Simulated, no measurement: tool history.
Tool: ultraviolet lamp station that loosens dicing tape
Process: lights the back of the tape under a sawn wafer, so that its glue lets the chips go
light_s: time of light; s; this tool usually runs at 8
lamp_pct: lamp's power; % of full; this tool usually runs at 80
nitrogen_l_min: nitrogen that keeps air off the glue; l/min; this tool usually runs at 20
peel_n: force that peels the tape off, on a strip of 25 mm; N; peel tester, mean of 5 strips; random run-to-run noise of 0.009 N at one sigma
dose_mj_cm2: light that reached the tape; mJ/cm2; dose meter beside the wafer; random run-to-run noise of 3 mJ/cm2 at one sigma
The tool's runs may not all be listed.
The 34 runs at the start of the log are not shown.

Run 35, hour 298.5: usual settings but light_s 4 s, lamp_pct 65 % of full, nitrogen_l_min 6 l/min. Result: peel_n 3.463 N, dose_mj_cm2 156 mJ/cm2.
Run 36, hour 310.0: usual settings but light_s 4 s, lamp_pct 61 % of full, nitrogen_l_min 35 l/min. Result: peel_n 1.903 N, dose_mj_cm2 146 mJ/cm2.
Run 37, hour 319.8: usual settings but light_s 4 s, lamp_pct 61 % of full, nitrogen_l_min 35 l/min. Result: peel_n 1.887 N, dose_mj_cm2 142 mJ/cm2.
Run 38, hour 327.9: usual settings but light_s 4 s, lamp_pct 63 % of full, nitrogen_l_min 35 l/min. Result: peel_n 1.826 N, dose_mj_cm2 147 mJ/cm2.
Run 39, hour 337.5: usual settings but light_s 11 s, lamp_pct 61 % of full. Result: peel_n 0.449 N, dose_mj_cm2 397 mJ/cm2.
Run 40, hour 345.7: usual settings but light_s 11 s, lamp_pct 61 % of full. Result: peel_n 0.456 N, dose_mj_cm2 395 mJ/cm2.
Run 41, hour 350.7: usual settings but lamp_pct 79 % of full, nitrogen_l_min 10 l/min. Result: peel_n 0.826 N, dose_mj_cm2 372 mJ/cm2.
Run 42, hour 361.3: usual settings but light_s 15 s, nitrogen_l_min 17 l/min. Result: peel_n 0.247 N, dose_mj_cm2 707 mJ/cm2.
Run 43, hour 367.0: usual settings but light_s 15 s, nitrogen_l_min 17 l/min. Result: peel_n 0.250 N, dose_mj_cm2 713 mJ/cm2.

Predict each of these 3 candidate next runs independently; none follows another, all start after run 43:
Run A, hour 379.0: usual settings but light_s 11 s, nitrogen_l_min 27 l/min. Result: peel_n ?, dose_mj_cm2 ?.
Run B, hour 379.0: usual settings but light_s 15 s, nitrogen_l_min 29 l/min. Result: peel_n ?, dose_mj_cm2 ?.
Run C, hour 379.0: usual settings but light_s 9 s, nitrogen_l_min 18 l/min. Result: peel_n ?, dose_mj_cm2 ?.

run  peel_n  dose_mj_cm2
  A   0.285          514
  B   0.243          705
  C   0.456          423
Without the tool's unlogged condition, the same runs would have read:
run  peel_n  dose_mj_cm2
  A   0.258          605
  B   0.238          830
  C   0.356          497

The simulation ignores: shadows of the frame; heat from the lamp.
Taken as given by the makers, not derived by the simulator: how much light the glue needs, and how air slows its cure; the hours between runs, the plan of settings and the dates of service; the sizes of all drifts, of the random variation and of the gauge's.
